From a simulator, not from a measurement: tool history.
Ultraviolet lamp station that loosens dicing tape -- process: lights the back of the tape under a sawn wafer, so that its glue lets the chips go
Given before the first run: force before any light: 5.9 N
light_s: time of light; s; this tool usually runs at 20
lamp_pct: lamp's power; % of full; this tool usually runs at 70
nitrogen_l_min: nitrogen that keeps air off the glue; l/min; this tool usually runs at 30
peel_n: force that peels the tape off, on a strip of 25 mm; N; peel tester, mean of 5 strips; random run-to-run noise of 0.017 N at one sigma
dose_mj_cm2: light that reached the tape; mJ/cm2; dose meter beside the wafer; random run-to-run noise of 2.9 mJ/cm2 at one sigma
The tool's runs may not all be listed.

run	hour	light_s	lamp_pct	nitrogen_l_min	peel_n	dose_mj_cm2
1	0.0	20	70	30	0.862	424
2	57.0	20	70	30	0.808	427
3	95.0	35	70	30	0.298	747
4	134.3	20	79	30	0.666	477
5	168.0	20	79	30	0.675	479
6	194.2	20	79	27	0.706	478
7	235.8	22	70	30	0.694	467
8	295.6	20	70	30	0.830	430
9	347.3	20	70	30	0.829	425
10	382.3	20	70	18	1.037	426
11	429.4	16	70	18	1.519	340
12	460.8	13	70	30	1.535	278
13	487.9	13	70	40	1.375	279
14	517.6	13	70	40	1.360	278
15	561.5	13	70	40	1.379	275
16	620.8	13	70	40	1.380	277
17	668.3	32	70	30	0.356	677
18	700.9	32	70	30	0.343	681
# hour 726.8: window cleaned of glue's vapour
19	729.7	32	70	30	0.369	681
20	773.9	32	70	30	0.360	685
21	801.4	20	94	45	0.379	576
22	838.1	12	97	52	0.847	354
23	892.9	12	97	52	0.859	356
24	952.3	12	97	52	0.877	357
25	988.0	12	97	52	0.870	354
26	1035.5	12	97	52	0.847	349
27	1063.8	12	66	12	2.537	241
28	1114.7	25	82	16	0.620	623
29	1142.2	23	82	25	0.543	574
30	1175.0	23	82	25	0.541	576
31	1201.4	23	82	25	0.530	574
32	1259.5	20	99	33	0.426	604
33	1318.2	20	99	33	0.408	604
34	1347.6	14	99	33	0.800	422
35	1403.7	11	83	30	1.500	279
36	1433.1	11	83	30	1.513	280
37	1466.9	11	70	11	2.540	234
38	1512.1	20	69	16	1.166	418

4 options for the next run, each taken on its own from the tool as it stands now. Forecast them:
A	1542.4	30	65	21	?	?
B	1542.4	23	97	45	?	?
C	1542.4	20	70	30	?	?
D	1542.4	20	68	30	?	?

run	peel_n	dose_mj_cm2
A	0.566	591
B	0.292	683
C	0.839	428
D	0.853	411
Had the tool no hidden state, the same runs would have come out as:
run	peel_n	dose_mj_cm2
A	0.563	593
B	0.290	685
C	0.834	430
D	0.849	412
